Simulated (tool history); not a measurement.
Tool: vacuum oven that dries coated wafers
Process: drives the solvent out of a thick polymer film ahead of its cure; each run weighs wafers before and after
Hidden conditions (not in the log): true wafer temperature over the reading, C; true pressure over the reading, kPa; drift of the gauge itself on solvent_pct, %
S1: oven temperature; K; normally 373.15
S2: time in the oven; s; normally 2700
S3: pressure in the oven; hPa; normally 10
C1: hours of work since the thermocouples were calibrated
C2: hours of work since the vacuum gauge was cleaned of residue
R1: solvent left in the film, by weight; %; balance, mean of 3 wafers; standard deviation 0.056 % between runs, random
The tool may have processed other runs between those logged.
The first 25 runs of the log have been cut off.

run,hour,S1,S2,S3,C1,C2,R1
26,1628.8,374.15,1500,34.7,486,2694,7.79
27,1683.2,374.15,1500,34.7,521,2728,7.65
28,1734.5,384.15,3420,17,553,2761,2.53
29,1793.3,384.15,3420,17,590,2798,2.49
30,1836,373.15,2160,8.7,617,2824,4.29
31,1912.6,373.15,2160,8.7,665,2873,4.23
32,1968.3,362.15,2220,24.1,700,2908,9.1
33,2021,362.15,4500,7.4,733,2941,4.5
# hour 2081.3: vacuum gauge cleaned of residue and calibrated
34,2081.3,362.15,4500,7.4,770,0,2.69
35,2146.4,373.15,3540,10,811,41,2.11
36,2214.7,373.15,3540,10,854,84,2.05
37,2273.5,373.15,3540,10,892,121,2.05
38,2325.6,373.15,3540,10,924,154,2.09
39,2390.7,380.15,2160,30.2,965,195,4.14
40,2456.5,364.15,2700,24.8,1007,236,6.71
41,2516.9,364.15,2700,24.8,1045,274,6.73
42,2574,364.15,2700,24.8,1081,310,6.89
43,2643.4,373.15,2580,5.9,1124,354,2.42
44,2723.6,385.15,1860,6.1,1175,404,1.73
45,2788.7,384.15,2700,22.1,1216,445,2.52

Alternative continuations, all from the tool just after run 45; predict every row:
A,2836.5,362.15,1500,6.4,1246,476,?
B,2836.5,382.15,3600,34.9,1246,476,?
C,2836.5,363.15,2040,22.1,1246,476,?

run,R1
A,6.97
B,3.87
C,7.73
With no hidden state in the tool, these same runs would have given:
run,R1
A,6.34
B,3.44
C,6.97
